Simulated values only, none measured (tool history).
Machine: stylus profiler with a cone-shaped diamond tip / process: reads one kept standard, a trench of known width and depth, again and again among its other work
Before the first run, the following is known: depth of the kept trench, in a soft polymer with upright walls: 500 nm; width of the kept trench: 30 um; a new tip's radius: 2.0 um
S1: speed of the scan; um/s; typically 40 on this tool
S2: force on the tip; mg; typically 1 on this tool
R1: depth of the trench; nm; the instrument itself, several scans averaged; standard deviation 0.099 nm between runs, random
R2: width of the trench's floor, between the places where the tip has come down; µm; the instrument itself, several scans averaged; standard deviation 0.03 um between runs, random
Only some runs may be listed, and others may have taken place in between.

run     day  S1    S2      R1     R2
  1       0  40     1  504.24  26.98
  2   0.858  40  1.85  506.38     27
  3   2.429  40  1.85  506.35   27.1
  4   3.875  40  1.85  506.46     27
  5   4.596  40     1   504.4  26.94
  6   6.188  40     1   504.4  26.94
  7   6.883  40     1  504.31  26.96
  8   8.088  40     1  504.27  26.95
  9    9.75  40     1  504.25  26.97
 10  11.154  40     1  504.44  26.94
 11  12.204  40     1   504.3  26.95
 12  12.958  40  2.17  507.13  27.06
 13  13.838  40  2.17  507.35  27.12

Expected results for the next run?
 14  15.45  40  1.12   ?   ?

For run 14 the tool returned R1 504.66 nm, R2 27 µm.
If the tool had no hidden condition, the same run with the same run-to-run variation would have returned R1 504.67 nm, R2 27.01 µm.

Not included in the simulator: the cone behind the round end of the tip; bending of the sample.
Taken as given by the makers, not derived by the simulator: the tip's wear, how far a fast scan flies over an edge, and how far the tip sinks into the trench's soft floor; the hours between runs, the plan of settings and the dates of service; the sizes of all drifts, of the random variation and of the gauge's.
